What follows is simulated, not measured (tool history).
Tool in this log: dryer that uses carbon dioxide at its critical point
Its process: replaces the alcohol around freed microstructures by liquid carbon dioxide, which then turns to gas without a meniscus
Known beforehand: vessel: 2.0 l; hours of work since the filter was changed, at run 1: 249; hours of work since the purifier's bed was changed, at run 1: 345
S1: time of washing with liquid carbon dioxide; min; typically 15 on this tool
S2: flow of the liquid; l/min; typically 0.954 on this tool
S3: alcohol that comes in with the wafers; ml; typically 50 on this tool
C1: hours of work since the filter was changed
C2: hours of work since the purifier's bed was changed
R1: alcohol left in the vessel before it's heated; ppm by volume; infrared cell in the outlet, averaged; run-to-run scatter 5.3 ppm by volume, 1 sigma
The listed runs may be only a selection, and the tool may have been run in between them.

| run | hour | S1 | S2 | S3 | C1 | C2 | R1 |
|---|---|---|---|---|---|---|---|
| 1 | 0.0 | 15 | 0.954 | 50 | 249 | 345 | 194 |
| 2 | 9.7 | 22 | 0.954 | 50 | 255 | 352 | 72 |
| 3 | 30.9 | 15 | 0.954 | 50 | 270 | 366 | 209 |
| 4 | 51.3 | 15 | 0.954 | 50 | 284 | 380 | 217 |
| 5 | 70.1 | 15 | 0.954 | 50 | 297 | 393 | 204 |
| 6 | 83.4 | 15 | 0.954 | 50 | 306 | 402 | 221 |
| 7 | 94.6 | 15 | 0.673 | 50 | 314 | 410 | 751 |
| 8 | 105.8 | 15 | 0.954 | 50 | 321 | 417 | 219 |
| 9 | 126.9 | 15 | 0.954 | 34 | 336 | 432 | 178 |
| 10 | 144.2 | 15 | 0.954 | 34 | 347 | 443 | 192 |
| 11 | 153.9 | 20 | 1.485 | 56 | 354 | 450 | 76 |
| 12 | 166.7 | 16 | 1.521 | 23 | 363 | 459 | 71 |
| 13 | 176.5 | 16 | 1.521 | 23 | 369 | 466 | 72 |
| 14 | 194.0 | 15 | 0.890 | 53 | 381 | 478 | 326 |
| 15 | 208.7 | 15 | 0.739 | 21 | 391 | 488 | 306 |
| 16 | 228.5 | 9 | 0.887 | 114 | 405 | 501 | 3488 |
| 17 | 243.7 | 15 | 0.958 | 22 | 415 | 512 | 163 |
| 18 | 257.7 | 15 | 0.787 | 56 | 425 | 521 | 560 |
| 19 | 273.6 | 23 | 0.797 | 50 | 436 | 532 | 142 |
| 20 | 290.6 | 15 | 0.672 | 89 | 447 | 544 | 1526 |

Selected run-to-run steps in R1, each split into two signed amounts: the part the tool would show with no hidden state at all (from settings, incoming material and random variation), and the remainder, which goes to the hidden state together with any gauge scatter not common to the measured and the hidden-state-free results:
Hidden state present: flow that reaches the vessel past the clogged filter, %; alcohol in the recycled carbon dioxide, ppm; drift of the gauge itself on alcohol_ppm, %.
Run 15 -> 16: S1 15 -> 9, S2 0.739 -> 0.887, S3 21 -> 114. R1 +3182 ppm by volume: hidden state +674, all else +2508.
Run 16 -> 17: S1 9 -> 15, S2 0.887 -> 0.958, S3 114 -> 22. R1 -3325 ppm by volume: hidden state -705, all else -2620.
